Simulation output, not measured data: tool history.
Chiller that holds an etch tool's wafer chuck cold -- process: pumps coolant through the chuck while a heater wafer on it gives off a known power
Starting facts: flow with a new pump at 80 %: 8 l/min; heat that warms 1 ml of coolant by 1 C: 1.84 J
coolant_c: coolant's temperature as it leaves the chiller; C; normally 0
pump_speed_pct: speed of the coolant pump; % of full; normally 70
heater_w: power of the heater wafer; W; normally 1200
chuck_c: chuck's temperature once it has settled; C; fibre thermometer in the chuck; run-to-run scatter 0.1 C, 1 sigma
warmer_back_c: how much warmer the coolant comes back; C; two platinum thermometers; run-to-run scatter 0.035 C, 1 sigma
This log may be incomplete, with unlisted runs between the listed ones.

| run | hour | coolant_c | pump_speed_pct | heater_w | chuck_c | warmer_back_c |
|---|---|---|---|---|---|---|
| 1 | 0.0 | 0 | 70 | 1200 | 16.6 | 5.74 |
| 2 | 68.2 | 0 | 70 | 1200 | 16.8 | 5.66 |
| 3 | 138.0 | 0 | 70 | 1200 | 16.8 | 5.76 |
| 4 | 171.3 | 0 | 75 | 1200 | 15.8 | 5.31 |
| 5 | 230.2 | 0 | 70 | 1200 | 16.7 | 5.67 |
| 6 | 292.7 | 0 | 74 | 1200 | 15.8 | 5.36 |

Run 7 has not been measured yet. What should we expect?
| 7 | 357.8 | 0 | 90 | 1362 | ? | ? |

{"run 7": {"chuck_c": 15.0, "warmer_back_c": 4.77}}
Had the tool carried no hidden state, the very same run would have given chuck_c 15.0 C, warmer_back_c 4.81 C.

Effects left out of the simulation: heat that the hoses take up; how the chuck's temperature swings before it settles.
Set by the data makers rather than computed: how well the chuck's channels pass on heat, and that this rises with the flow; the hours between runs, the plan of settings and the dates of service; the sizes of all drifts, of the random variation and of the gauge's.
